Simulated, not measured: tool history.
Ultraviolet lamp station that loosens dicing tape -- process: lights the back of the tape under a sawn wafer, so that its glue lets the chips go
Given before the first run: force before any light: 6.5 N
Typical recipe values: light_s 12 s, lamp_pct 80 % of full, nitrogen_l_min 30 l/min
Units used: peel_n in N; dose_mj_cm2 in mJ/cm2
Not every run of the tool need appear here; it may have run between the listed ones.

run 1 day=0.000 | light_s=12 lamp_pct=80 nitrogen_l_min=30 | peel_n=0.784 dose_mj_cm2=470
run 2 day=0.188 | light_s=12 lamp_pct=80 nitrogen_l_min=30 | peel_n=0.803 dose_mj_cm2=467
run 3 day=0.471 | light_s=12 lamp_pct=80 nitrogen_l_min=30 | peel_n=0.796 dose_mj_cm2=465
run 4 day=0.704 | light_s=12 lamp_pct=80 nitrogen_l_min=30 | peel_n=0.792 dose_mj_cm2=462
run 5 day=0.892 | light_s=12 lamp_pct=77 nitrogen_l_min=30 | peel_n=0.844 dose_mj_cm2=447
run 6 day=1.183 | light_s=12 lamp_pct=77 nitrogen_l_min=30 | peel_n=0.839 dose_mj_cm2=447
run 7 day=1.392 | light_s=6 lamp_pct=80 nitrogen_l_min=30 | peel_n=2.035 dose_mj_cm2=231
run 8 day=1.667 | light_s=6 lamp_pct=80 nitrogen_l_min=30 | peel_n=2.171 dose_mj_cm2=231
run 9 day=1.850 | light_s=6 lamp_pct=80 nitrogen_l_min=30 | peel_n=2.098 dose_mj_cm2=231
run 10 day=2.246 | light_s=12 lamp_pct=80 nitrogen_l_min=30 | peel_n=0.807 dose_mj_cm2=469
run 11 day=2.442 | light_s=12 lamp_pct=80 nitrogen_l_min=30 | peel_n=0.801 dose_mj_cm2=461
run 12 day=2.788 | light_s=12 lamp_pct=80 nitrogen_l_min=30 | peel_n=0.799 dose_mj_cm2=467
run 13 day=2.971 | light_s=12 lamp_pct=80 nitrogen_l_min=30 | peel_n=0.798 dose_mj_cm2=461
run 14 day=3.238 | light_s=12 lamp_pct=80 nitrogen_l_min=30 | peel_n=0.815 dose_mj_cm2=461
run 15 day=3.421 | light_s=12 lamp_pct=80 nitrogen_l_min=30 | peel_n=0.822 dose_mj_cm2=459
run 16 day=3.646 | light_s=12 lamp_pct=80 nitrogen_l_min=30 | peel_n=0.785 dose_mj_cm2=463
run 17 day=3.929 | light_s=12 lamp_pct=80 nitrogen_l_min=25 | peel_n=0.904 dose_mj_cm2=460
-- day=4.096 window cleaned of glue's vapour
run 18 day=4.358 | light_s=12 lamp_pct=80 nitrogen_l_min=25 | peel_n=1.023 dose_mj_cm2=429
run 19 day=4.604 | light_s=12 lamp_pct=80 nitrogen_l_min=25 | peel_n=1.024 dose_mj_cm2=433
run 20 day=4.992 | light_s=12 lamp_pct=80 nitrogen_l_min=25 | peel_n=1.027 dose_mj_cm2=438
run 21 day=5.200 | light_s=12 lamp_pct=80 nitrogen_l_min=25 | peel_n=1.042 dose_mj_cm2=431
run 22 day=5.467 | light_s=12 lamp_pct=80 nitrogen_l_min=25 | peel_n=1.015 dose_mj_cm2=423

Expected results for the next run?
-- day=5.525 window cleaned of glue's vapour, once more
run 23 day=5.692 | light_s=12 lamp_pct=80 nitrogen_l_min=25 | peel_n=? dose_mj_cm2=?

{"run 23": {"peel_n": 0.793, "dose_mj_cm2": 515}}
If the tool had no hidden condition, the same run with the same run-to-run variation would have returned peel_n 0.756 N, dose_mj_cm2 529 mJ/cm2.

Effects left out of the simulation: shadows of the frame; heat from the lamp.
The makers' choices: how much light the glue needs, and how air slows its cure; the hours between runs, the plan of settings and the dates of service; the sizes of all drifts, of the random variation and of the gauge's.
